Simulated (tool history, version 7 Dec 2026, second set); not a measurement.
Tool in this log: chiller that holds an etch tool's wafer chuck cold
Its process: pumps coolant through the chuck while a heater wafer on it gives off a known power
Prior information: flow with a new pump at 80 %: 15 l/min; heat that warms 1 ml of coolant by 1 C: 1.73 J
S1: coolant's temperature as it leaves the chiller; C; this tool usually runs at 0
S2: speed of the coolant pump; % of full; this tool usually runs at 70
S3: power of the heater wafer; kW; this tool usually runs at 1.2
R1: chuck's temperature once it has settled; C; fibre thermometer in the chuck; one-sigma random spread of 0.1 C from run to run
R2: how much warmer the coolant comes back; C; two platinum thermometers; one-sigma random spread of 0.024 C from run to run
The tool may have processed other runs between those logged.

run	day	S1	S2	S3	R1	R2
1	0	0	70	1.2	14.5	3.26
2	2.875	10	70	1.2	24.6	3.26
3	7.962	10	70	1.2	24.7	3.23
4	13.183	10	70	1.2	24.9	3.29
5	17.425	-7	70	1.2	7.7	3.29
6	23.492	0	70	1.2	14.9	3.29
7	26.867	0	70	1.2	14.9	3.26
# day 30.342: chiller's thermometer calibrated
8	30.442	0	70	1.2	14.9	3.3
9	36.392	0	70	1.2	15.2	3.29
10	40.212	0	70	1.2	15.3	3.29
11	43.292	3	70	1.2	18.1	3.28
12	47.588	0	70	1.2	15.2	3.27
13	50.488	0	70	1.2	15.1	3.26
14	55.238	0	70	0.702	8.8	1.92
15	58.012	0	70	0.702	9.1	1.93
16	62.717	0	70	0.702	9	1.93
17	66.483	-7	70	0.702	2	1.9
18	70.754	-7	70	0.702	2.1	1.94
19	74.712	-9	70	1.2	6.4	3.29
20	78.462	-9	70	1.2	6.4	3.34
21	84.633	-9	70	1.2	6.5	3.3
22	90.262	-9	63	1.058	5.9	3.23
23	96.562	-3	67	1.371	15.3	3.97
24	102.712	3	64	1.383	22.3	4.2
25	108.921	-9	70	0.819	1.8	2.31
26	114.167	9	70	1.264	25.5	3.51
27	120.171	-10	73	0.603	-2.3	1.61
28	124.671	-10	73	0.603	-2.4	1.59
29	128.65	-10	73	0.603	-2.3	1.56
30	133.046	-10	70	0.759	0	2.11
31	137.625	5	86	0.759	13.6	1.65

Alternative continuations, all from the tool just after run 31; predict every row:
A	142.492	0	91	1.2	?	?
B	142.492	8	87	1.139	?	?
C	142.492	-1	75	0.699	?	?

run	R1	R2
A	13.3	2.5
B	20.9	2.5
C	7.7	1.8
Take away the tool's hidden state, keep each run's random variation, and the runs would have read:
run	R1	R2
A	11.8	2.4
B	19.4	2.4
C	6.7	1.72
